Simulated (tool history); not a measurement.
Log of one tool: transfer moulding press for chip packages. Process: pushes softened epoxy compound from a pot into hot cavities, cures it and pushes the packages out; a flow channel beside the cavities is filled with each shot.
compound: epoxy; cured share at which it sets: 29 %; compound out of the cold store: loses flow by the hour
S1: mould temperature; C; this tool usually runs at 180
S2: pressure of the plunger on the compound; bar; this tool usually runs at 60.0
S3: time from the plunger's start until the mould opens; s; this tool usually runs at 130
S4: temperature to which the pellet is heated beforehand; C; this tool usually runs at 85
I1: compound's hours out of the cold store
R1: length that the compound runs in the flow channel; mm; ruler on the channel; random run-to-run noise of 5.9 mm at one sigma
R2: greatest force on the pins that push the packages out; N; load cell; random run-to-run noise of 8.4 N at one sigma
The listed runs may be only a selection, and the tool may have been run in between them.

run 1 hour=0.0 | S1=180 S2=60.0 S3=130 S4=85 | I1=18.3 | R1=829 R2=534
run 2 hour=10.9 | S1=180 S2=60.0 S3=130 S4=85 | I1=47.9 | R1=761 R2=558
-- hour=18.7 cavities cleaned with cleaning compound and waxed
run 3 hour=24.3 | S1=180 S2=55.4 S3=130 S4=85 | I1=18.5 | R1=792 R2=409
run 4 hour=34.3 | S1=180 S2=55.4 S3=130 S4=85 | I1=45.4 | R1=728 R2=432
run 5 hour=46.0 | S1=186 S2=60.0 S3=130 S4=85 | I1=23.6 | R1=784 R2=433
run 6 hour=59.5 | S1=180 S2=55.8 S3=130 S4=85 | I1=18.3 | R1=787 R2=520
run 7 hour=66.5 | S1=180 S2=64.6 S3=130 S4=85 | I1=20.4 | R1=855 R2=517
run 8 hour=78.3 | S1=180 S2=64.6 S3=130 S4=85 | I1=34.0 | R1=812 R2=546
run 9 hour=89.9 | S1=180 S2=64.6 S3=130 S4=85 | I1=42.5 | R1=797 R2=571
run 10 hour=97.5 | S1=180 S2=64.6 S3=130 S4=85 | I1=41.2 | R1=798 R2=584
-- hour=100.0 cavities cleaned with cleaning compound and waxed
run 11 hour=110.8 | S1=175 S2=69.3 S3=139 S4=88 | I1=19.6 | R1=900 R2=477
run 12 hour=118.9 | S1=180 S2=57.4 S3=130 S4=85 | I1=45.6 | R1=736 R2=447
run 13 hour=131.2 | S1=180 S2=57.4 S3=130 S4=85 | I1=34.5 | R1=753 R2=496
run 14 hour=137.2 | S1=180 S2=64.2 S3=130 S4=89 | I1=41.2 | R1=777 R2=486
run 15 hour=143.6 | S1=180 S2=64.2 S3=130 S4=89 | I1=13.5 | R1=838 R2=519
run 16 hour=151.8 | S1=180 S2=64.2 S3=130 S4=89 | I1=47.0 | R1=770 R2=522
run 17 hour=158.2 | S1=184 S2=69.3 S3=130 S4=89 | I1=12.1 | R1=854 R2=513
run 18 hour=164.3 | S1=180 S2=45.3 S3=116 S4=85 | I1=8.9 | R1=718 R2=652
run 19 hour=174.1 | S1=180 S2=65.0 S3=116 S4=93 | I1=20.5 | R1=823 R2=632

Selected run-to-run steps in R1, each split into two signed amounts: the part the tool would show with no hidden state at all (from settings, incoming material and random variation), and the remainder, which goes to the hidden state together with any gauge scatter not common to the measured and the hidden-state-free results:
Hidden state at play: true mould temperature over the reading, C; pressure that reaches the compound, % of what is set; grip of the stained cavities, % over clean ones'; drift of the gauge itself on flow_mm, %; drift of the gauge itself on push_out_n, %.
Run 11 -> 12: S1 175 -> 180, S2 69.3 -> 57.4, S3 139 -> 130, S4 88 -> 85. R1 -164 mm: hidden state +2, all else -166.
Run 18 -> 19: S2 45.3 -> 65.0, S4 85 -> 93. R1 +105 mm: hidden state -6, all else +111.

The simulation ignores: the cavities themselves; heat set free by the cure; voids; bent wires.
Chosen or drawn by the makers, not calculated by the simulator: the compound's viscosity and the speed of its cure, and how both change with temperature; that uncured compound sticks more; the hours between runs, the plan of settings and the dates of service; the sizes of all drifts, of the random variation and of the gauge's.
